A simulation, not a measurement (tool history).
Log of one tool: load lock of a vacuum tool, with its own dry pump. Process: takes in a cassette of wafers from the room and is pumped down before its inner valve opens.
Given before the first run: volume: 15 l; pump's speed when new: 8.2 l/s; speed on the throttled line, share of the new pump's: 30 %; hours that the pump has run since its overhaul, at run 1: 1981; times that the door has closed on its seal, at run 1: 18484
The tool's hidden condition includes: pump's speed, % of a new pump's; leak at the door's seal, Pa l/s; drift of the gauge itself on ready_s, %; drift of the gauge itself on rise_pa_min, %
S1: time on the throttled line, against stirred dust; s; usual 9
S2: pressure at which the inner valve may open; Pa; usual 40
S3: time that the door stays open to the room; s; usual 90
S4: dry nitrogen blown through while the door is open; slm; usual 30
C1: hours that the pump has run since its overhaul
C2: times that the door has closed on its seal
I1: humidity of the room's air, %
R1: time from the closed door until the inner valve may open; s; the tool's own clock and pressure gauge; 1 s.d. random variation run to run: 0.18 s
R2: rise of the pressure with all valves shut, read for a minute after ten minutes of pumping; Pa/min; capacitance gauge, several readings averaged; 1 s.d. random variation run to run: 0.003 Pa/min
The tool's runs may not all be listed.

{"run": 1, "day": 0.0, "S1": 9, "S2": 40, "S3": 90, "S4": 30, "C1": 1981, "C2": 18484, "I1": 46.2, "R1": 20.8, "R2": 0.047}
{"run": 2, "day": 4.592, "S1": 6, "S2": 40, "S3": 90, "S4": 30, "C1": 2091, "C2": 18839, "I1": 39.9, "R1": 18.4, "R2": 0.042}
{"run": 3, "day": 8.042, "S1": 6, "S2": 40, "S3": 90, "S4": 30, "C1": 2174, "C2": 19105, "I1": 42.8, "R1": 18.6, "R2": 0.043}
{"run": 4, "day": 16.112, "S1": 6, "S2": 40, "S3": 90, "S4": 30, "C1": 2368, "C2": 19729, "I1": 45.6, "R1": 18.7, "R2": 0.051}
{"run": 5, "day": 19.596, "S1": 6, "S2": 40, "S3": 90, "S4": 30, "C1": 2451, "C2": 19998, "I1": 44.4, "R1": 18.5, "R2": 0.043}
{"run": 6, "day": 25.933, "S1": 6, "S2": 40, "S3": 90, "S4": 30, "C1": 2603, "C2": 20488, "I1": 43.5, "R1": 18.6, "R2": 0.039}
{"run": 7, "day": 31.725, "S1": 9, "S2": 40, "S3": 79, "S4": 30, "C1": 2742, "C2": 20936, "I1": 45.5, "R1": 20.5, "R2": 0.049}
{"run": 8, "day": 35.858, "S1": 9, "S2": 40, "S3": 79, "S4": 30, "C1": 2842, "C2": 21255, "I1": 47.5, "R1": 20.3, "R2": 0.042}
{"run": 9, "day": 43.571, "S1": 9, "S2": 40, "S3": 216, "S4": 30, "C1": 3027, "C2": 21851, "I1": 46, "R1": 21.2, "R2": 0.074}
{"run": 10, "day": 48.471, "S1": 9, "S2": 40, "S3": 216, "S4": 30, "C1": 3144, "C2": 22230, "I1": 43.2, "R1": 20.6, "R2": 0.064}
{"run": 11, "day": 55.042, "S1": 9, "S2": 40, "S3": 216, "S4": 30, "C1": 3302, "C2": 22738, "I1": 44, "R1": 20.7, "R2": 0.077}
{"run": 12, "day": 61.675, "S1": 9, "S2": 40, "S3": 216, "S4": 30, "C1": 3461, "C2": 23250, "I1": 45.2, "R1": 20.5, "R2": 0.069}
{"run": 13, "day": 69.392, "S1": 9, "S2": 40, "S3": 216, "S4": 30, "C1": 3646, "C2": 23846, "I1": 41.2, "R1": 20.5, "R2": 0.064}
{"run": 14, "day": 75.046, "S1": 9, "S2": 40, "S3": 216, "S4": 30, "C1": 3782, "C2": 24283, "I1": 47.3, "R1": 20.8, "R2": 0.067}
{"run": 15, "day": 80.088, "S1": 9, "S2": 40, "S3": 216, "S4": 30, "C1": 3903, "C2": 24673, "I1": 46.4, "R1": 20.7, "R2": 0.069}
{"run": 16, "day": 87.812, "S1": 9, "S2": 40, "S3": 216, "S4": 30, "C1": 4088, "C2": 25270, "I1": 44.8, "R1": 20.9, "R2": 0.074}
{"run": 17, "day": 94.604, "S1": 4, "S2": 55, "S3": 90, "S4": 30, "C1": 4251, "C2": 25795, "I1": 44.4, "R1": 16.8, "R2": 0.047}
{"run": 18, "day": 102.154, "S1": 13, "S2": 72, "S3": 60, "S4": 30, "C1": 4433, "C2": 26378, "I1": 42.3, "R1": 22.1, "R2": 0.036}
{"run": 19, "day": 108.7, "S1": 13, "S2": 72, "S3": 118, "S4": 12, "C1": 4590, "C2": 26884, "I1": 45.4, "R1": 22.3, "R2": 0.086}
{"run": 20, "day": 114.808, "S1": 9, "S2": 40, "S3": 36, "S4": 30, "C1": 4736, "C2": 27356, "I1": 46.2, "R1": 21, "R2": 0.034}
{"run": 21, "day": 120.629, "S1": 9, "S2": 40, "S3": 131, "S4": 33, "C1": 4876, "C2": 27806, "I1": 44.5, "R1": 20.8, "R2": 0.053}
{"run": 22, "day": 124.812, "S1": 9, "S2": 40, "S3": 131, "S4": 33, "C1": 4976, "C2": 28129, "I1": 42, "R1": 21.2, "R2": 0.05}
{"run": 23, "day": 129.558, "S1": 9, "S2": 40, "S3": 131, "S4": 33, "C1": 5090, "C2": 28496, "I1": 42.1, "R1": 20.6, "R2": 0.054}
{"run": 24, "day": 134.021, "S1": 9, "S2": 32, "S3": 185, "S4": 30, "C1": 5198, "C2": 28841, "I1": 43.6, "R1": 21.1, "R2": 0.065}
{"run": 25, "day": 137.808, "S1": 10, "S2": 48, "S3": 90, "S4": 30, "C1": 5288, "C2": 29133, "I1": 43.7, "R1": 21.2, "R2": 0.045}
{"run": 26, "day": 142.212, "S1": 10, "S2": 48, "S3": 90, "S4": 30, "C1": 5394, "C2": 29473, "I1": 45.7, "R1": 20.5, "R2": 0.045}
{"run": 27, "day": 148.696, "S1": 5, "S2": 29, "S3": 68, "S4": 30, "C1": 5550, "C2": 29974, "I1": 43.6, "R1": 18.4, "R2": 0.041}
{"run": 28, "day": 154.85, "S1": 5, "S2": 29, "S3": 82, "S4": 24, "C1": 5697, "C2": 30450, "I1": 45, "R1": 18.7, "R2": 0.052}
{"run": 29, "day": 161.812, "S1": 9, "S2": 40, "S3": 27, "S4": 7, "C1": 5865, "C2": 30988, "I1": 47.2, "R1": 20.5, "R2": 0.047}

Alternative continuations, all from the tool just after run 29; predict every row:
{"run": "A", "day": 168.225, "S1": 9, "S2": 40, "S3": 90, "S4": 26, "C1": 6018, "C2": 31484, "I1": 45.8, "R1": "?", "R2": "?"}
{"run": "B", "day": 168.225, "S1": 13, "S2": 40, "S3": 27, "S4": 5, "C1": 6018, "C2": 31484, "I1": 47.7, "R1": "?", "R2": "?"}
{"run": "C", "day": 168.225, "S1": 9, "S2": 40, "S3": 40, "S4": 43, "C1": 6018, "C2": 31484, "I1": 44, "R1": "?", "R2": "?"}
{"run": "D", "day": 168.225, "S1": 9, "S2": 36, "S3": 118, "S4": 5, "C1": 6018, "C2": 31484, "I1": 45.4, "R1": "?", "R2": "?"}
{"run": "E", "day": 168.225, "S1": 15, "S2": 40, "S3": 84, "S4": 15, "C1": 6018, "C2": 31484, "I1": 48.4, "R1": "?", "R2": "?"}

run=A R1=20.7 R2=0.061
run=B R1=23.5 R2=0.053
run=C R1=20.7 R2=0.027
run=D R1=21.2 R2=0.104
run=E R1=25.3 R2=0.064
Without the tool's hidden state the same runs would have given:
run=A R1=20.7 R2=0.06
run=B R1=23.5 R2=0.052
run=C R1=20.7 R2=0.026
run=D R1=21.1 R2=0.103
run=E R1=25.3 R2=0.064
